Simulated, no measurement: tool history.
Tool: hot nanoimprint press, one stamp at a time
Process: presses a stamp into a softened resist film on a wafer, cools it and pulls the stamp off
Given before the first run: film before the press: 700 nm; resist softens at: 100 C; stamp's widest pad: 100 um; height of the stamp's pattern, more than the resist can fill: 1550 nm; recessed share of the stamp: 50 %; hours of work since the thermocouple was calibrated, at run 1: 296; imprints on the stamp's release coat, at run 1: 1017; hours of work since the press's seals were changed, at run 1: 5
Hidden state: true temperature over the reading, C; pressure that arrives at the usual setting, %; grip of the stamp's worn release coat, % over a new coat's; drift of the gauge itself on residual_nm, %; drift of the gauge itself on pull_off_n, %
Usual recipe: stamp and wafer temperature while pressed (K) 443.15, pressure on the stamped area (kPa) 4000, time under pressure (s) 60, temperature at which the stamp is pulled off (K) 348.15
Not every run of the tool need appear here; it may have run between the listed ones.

run	day	stamp and wafer temperature while pressed (K)	pressure on the stamped area (kPa)	time under pressure (s)	temperature at which the stamp is pulled off (K)	hours of work since the thermocouple was calibrated	imprints on the stamp's release coat	hours of work since the press's seals were changed	resist left under the stamp's widest pad (Å)	greatest force while the stamp is pulled off (N)
1	0.000	443.15	4000	60	348.15	296	1017	5	4250	291
2	1.838	435.15	4000	60	348.15	320	1099	29	5306	297
3	3.675	435.15	4460	60	348.15	344	1181	53	5265	310
4	5.525	436.15	4460	60	348.15	368	1264	77	5108	323
# day 7.854: plate thermocouple calibrated
5	8.054	436.15	4460	60	348.15	3	1371	108	5003	314
6	10.062	443.15	4000	60	348.15	29	1461	135	4177	331
7	12.654	443.15	4000	60	348.15	62	1576	168	4206	347
8	14.504	443.15	4000	60	348.15	87	1659	192	4266	349
9	17.217	443.15	4000	34	348.15	122	1780	228	4975	372
10	19.075	443.15	4000	34	348.15	146	1863	252	4887	363
11	20.292	440.15	3800	60	352.15	162	1917	268	4730	329
12	21.925	440.15	3800	60	352.15	183	1990	289	4723	329
13	24.421	440.15	3800	60	352.15	216	2102	321	4732	348
14	26.988	443.15	3420	60	348.15	249	2217	355	4463	416
15	28.921	443.15	4000	60	350.15	274	2303	380	4265	382
16	30.338	443.15	4000	60	334.15	293	2366	398	4294	590
# day 31.146: stamp cleaned and given a new release coat
17	33.258	446.15	4000	60	347.15	327	94	433	3884	232
18	34.758	446.15	4000	60	347.15	347	161	453	3871	245
19	36.667	446.15	4000	86	347.15	372	247	477	3424	245

Consider 3 possible next runs. They are alternatives, not a sequence: every one starts from the tool as it was left by run 19. What does each give?
# day 38.667: plate thermocouple calibrated
A	38.667	444.15	4000	86	347.15	0	330	502	?	?
# day 38.667: plate thermocouple calibrated
B	38.667	443.15	4000	86	348.15	0	330	502	?	?
# day 38.667: plate thermocouple calibrated
C	38.667	446.15	4000	47	347.15	0	330	502	?	?

run	resist left under the stamp's widest pad (Å)	greatest force while the stamp is pulled off (N)
A	3595	239
B	3754	242
C	4119	235
With the hidden condition removed and each run's random variation left untouched, the same runs would have given:
run	resist left under the stamp's widest pad (Å)	greatest force while the stamp is pulled off (N)
A	3566	214
B	3724	217
C	4089	211
